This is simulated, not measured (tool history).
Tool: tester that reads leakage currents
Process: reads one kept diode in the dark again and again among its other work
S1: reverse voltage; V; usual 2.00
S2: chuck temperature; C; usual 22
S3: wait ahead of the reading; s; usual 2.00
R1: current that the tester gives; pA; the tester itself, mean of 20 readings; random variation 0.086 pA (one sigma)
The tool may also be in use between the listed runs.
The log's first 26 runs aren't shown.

Run 27, hour 2694.3: usual settings but S1 6.96 V, S2 45 C. Result: R1 195.01 pA.
Run 28, hour 2807.9: usual settings but S1 2.69 V, S2 45 C. Result: R1 126.64 pA.
Run 29, hour 2926.9: usual settings but S1 5.47 V, S2 40 C, S3 1.49 s. Result: R1 125.66 pA.
Run 30, hour 3027.4: usual settings but S1 5.47 V, S2 40 C, S3 1.49 s. Result: R1 126.05 pA.
Run 31, hour 3101.3: usual settings but S1 5.47 V, S2 40 C, S3 1.49 s. Result: R1 124.31 pA.
Run 32, hour 3168.0: usual settings but S1 1.08 V, S2 32 C, S3 0.42 s. Result: R1 36.05 pA.
Run 33, hour 3247.2: usual settings but S1 10.41 V. Result: R1 57.47 pA.
Run 34, hour 3343.3: usual settings but S1 1.48 V, S2 37 C, S3 1.08 s. Result: R1 56.46 pA.
Run 35, hour 3432.5: usual settings but S2 30 C, S3 1.08 s. Result: R1 40.60 pA.
Run 36, hour 3554.4: usual settings but S1 1.82 V, S3 1.43 s. Result: R1 22.67 pA.
Run 37, hour 3707.4: usual settings but S1 1.82 V, S3 1.43 s. Result: R1 22.45 pA.
Run 38, hour 3835.6: usual settings but S1 1.82 V, S3 1.43 s. Result: R1 22.24 pA.

Forecast each of these 3 alternatives for the next run:
At hour 3887.2: chuck's temperature calibrated.
Run A, hour 3908.6: usual settings but S1 4.99 V. Result: R1 ?.
At hour 3887.2: chuck's temperature calibrated.
Run B, hour 3908.6: usual settings but S2 51 C, S3 3.49 s. Result: R1 ?.
At hour 3887.2: chuck's temperature calibrated.
Run C, hour 3908.6: usual settings but S1 7.43 V, S2 49 C, S3 0.78 s. Result: R1 ?.

run      R1
  A   43.57
  B  173.14
  C  276.77
Without the tool's hidden state the same runs would have given:
run      R1
  A   34.96
  B  167.00
  C  260.24
